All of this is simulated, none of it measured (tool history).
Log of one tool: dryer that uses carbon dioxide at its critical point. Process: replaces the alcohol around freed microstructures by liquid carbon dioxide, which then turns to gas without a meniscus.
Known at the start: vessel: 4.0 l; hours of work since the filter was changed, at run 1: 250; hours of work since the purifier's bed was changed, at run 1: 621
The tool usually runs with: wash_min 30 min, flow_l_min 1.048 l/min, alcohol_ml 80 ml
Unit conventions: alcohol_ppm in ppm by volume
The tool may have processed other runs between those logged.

| run | hour | wash_min | flow_l_min | alcohol_ml | hours of work since the filter was changed | hours of work since the purifier's bed was changed | alcohol_ppm |
|---|---|---|---|---|---|---|---|
| 1 | 0 | 30 | 1.048 | 80 | 250 | 621 | 321 |
| 2 | 45 | 30 | 1.048 | 80 | 283 | 655 | 352 |
| 3 | 83.5 | 30 | 1.048 | 80 | 311 | 683 | 360 |
|  | 100.4 | inlet filter changed |
| 4 | 130.4 | 30 | 1.048 | 80 | 22 | 717 | 272 |
| 5 | 179.7 | 30 | 1.048 | 80 | 59 | 754 | 314 |
| 6 | 225.1 | 30 | 1.048 | 34 | 92 | 788 | 255 |
| 7 | 282.4 | 30 | 1.16 | 88 | 135 | 830 | 294 |
| 8 | 321 | 30 | 1.16 | 88 | 163 | 859 | 323 |
|  | 343 | purifier's bed changed |
| 9 | 362 | 30 | 1.16 | 88 | 192 | 14 | 79 |
| 10 | 409.1 | 34 | 1.048 | 80 | 227 | 49 | 87 |
| 11 | 435.8 | 34 | 1.048 | 80 | 246 | 69 | 101 |
| 12 | 474.1 | 34 | 1.048 | 80 | 275 | 97 | 112 |

Predict each of these 3 candidate next runs independently; none follows another, all start after run 12:
| A | 529 | 28 | 0.84 | 43 | 315 | 138 | ? |
| B | 529 | 28 | 1.06 | 85 | 315 | 138 | ? |
| C | 529 | 42 | 1.048 | 80 | 315 | 138 | ? |

| run | alcohol_ppm |
|---|---|
| A | 339 |
| B | 260 |
| C | 64 |
What these runs would have given with no unlogged condition in the tool:
| run | alcohol_ppm |
|---|---|
| A | 172 |
| B | 113 |
| C | 10 |

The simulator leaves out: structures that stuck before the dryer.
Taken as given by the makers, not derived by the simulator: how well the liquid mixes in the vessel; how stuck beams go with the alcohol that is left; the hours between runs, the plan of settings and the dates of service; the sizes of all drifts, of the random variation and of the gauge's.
